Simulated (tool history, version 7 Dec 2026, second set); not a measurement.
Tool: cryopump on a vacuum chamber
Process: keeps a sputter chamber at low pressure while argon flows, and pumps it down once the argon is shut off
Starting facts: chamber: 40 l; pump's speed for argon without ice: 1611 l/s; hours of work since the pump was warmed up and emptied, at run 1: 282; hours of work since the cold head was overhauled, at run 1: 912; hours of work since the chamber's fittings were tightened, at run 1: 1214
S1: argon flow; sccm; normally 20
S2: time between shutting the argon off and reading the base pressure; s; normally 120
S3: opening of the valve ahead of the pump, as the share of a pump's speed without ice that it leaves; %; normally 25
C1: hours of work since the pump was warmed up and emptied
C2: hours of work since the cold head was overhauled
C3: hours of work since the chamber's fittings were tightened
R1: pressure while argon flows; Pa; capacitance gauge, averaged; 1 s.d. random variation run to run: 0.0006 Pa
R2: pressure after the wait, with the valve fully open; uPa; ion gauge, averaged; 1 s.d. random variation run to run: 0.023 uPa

run    hour  S1   S2  S3   C1    C2    C3      R1    R2
  1     0.0  20  120  25  282   912  1214  0.0874  1.82
  2    51.3  20  120  25  311   941  1243  0.0888  1.78
  3   107.0  23  120  25  342   972  1275  0.1020  1.89
  4   182.4  23  120  25  385  1015  1317  0.1022  1.93
  5   261.2  20   91  25  429  1060  1362  0.0902  2.18
  6   357.5  20   91  25  484  1114  1416  0.0897  2.35
      447.3  -- leaking fittings of the chamber tightened, without venting
  7   454.8  32  120  25  538  1168     4  0.1469  0.94
  8   531.5  32  120  25  581  1211    48  0.1472  0.97
      544.6  -- pump warmed up, emptied and cooled again
  9   596.3  32  120  25   29  1245    81  0.1349  0.92
 10   643.9  32  120  25   56  1272   108  0.1369  0.89
 11   698.6  20  120  25   87  1303   139  0.0854  0.98
 12   748.8  20   87  25  115  1331   168  0.0862  1.24
 13   835.6  20   87  25  165  1380   217  0.0865  1.25
 14   910.2  18   87  25  207  1422   259  0.0782  1.32
 15   976.3  18   87  25  244  1460   296  0.0772  1.22
 16  1033.6  16  120  25  276  1492   329  0.0713  1.11
 17  1091.7  20  110  25  309  1525   361  0.0876  1.21
 18  1186.5  20  110  25  363  1579   415  0.0898  1.23
 19  1227.9  20  120  26  386  1602   438  0.0859  1.28
 20  1279.3  32   29  20  415  1631   467  0.1772  3.19
 21  1332.3  32   51  20  445  1661   497  0.1770  2.07
 22  1413.8  17  120  25  491  1707   544  0.0783  1.32
 23  1495.6  20   83  25  538  1753   590  0.0904  1.68
     1578.5  -- pump warmed up, emptied and cooled again
 24  1584.1  20  222  25    3  1801   637  0.0851  0.93
 25  1634.5  20   82  25   32  1829   665  0.0832  1.56
 26  1675.2  20   39  17   55  1852   688  0.1248  2.58
 27  1729.4  20   39  17   85  1883   719  0.1249  2.58
 28  1789.6   8   29  47  119  1917   753  0.0193  3.33
 29  1850.6  17   69  24  154  1951   788  0.0757  1.81
 30  1895.3  17   69  24  179  1976   813  0.0765  1.95
 31  1990.4  32  234  37  233  2030   867  0.0952  1.18
 32  2048.1  32  234  37  265  2063   899  0.0968  1.16
 33  2090.8   8  120  25  290  2087   923  0.0351  1.56

5 ways to go on from here, each from the tool as it stands after run 33. What would each give?
  A  2149.7   8   27  22  323  2120  957   ?   ?
  B  2149.7  10  120  25  323  2120  957   ?   ?
  C  2149.7  25  159  28  323  2120  957   ?   ?
  D  2149.7   8   88  54  323  2120  957   ?   ?
  E  2149.7  23  290  34  323  2120  957   ?   ?

run      R1    R2
  A  0.0397  3.74
  B  0.0435  1.54
  C  0.0994  1.43
  D  0.0173  1.80
  E  0.0761  1.24
Without the tool's unlogged condition, the same runs would have read:
run      R1    R2
  A  0.0379  2.97
  B  0.0413  0.79
  C  0.0938  0.67
  D  0.0155  1.05
  E  0.0710  0.47
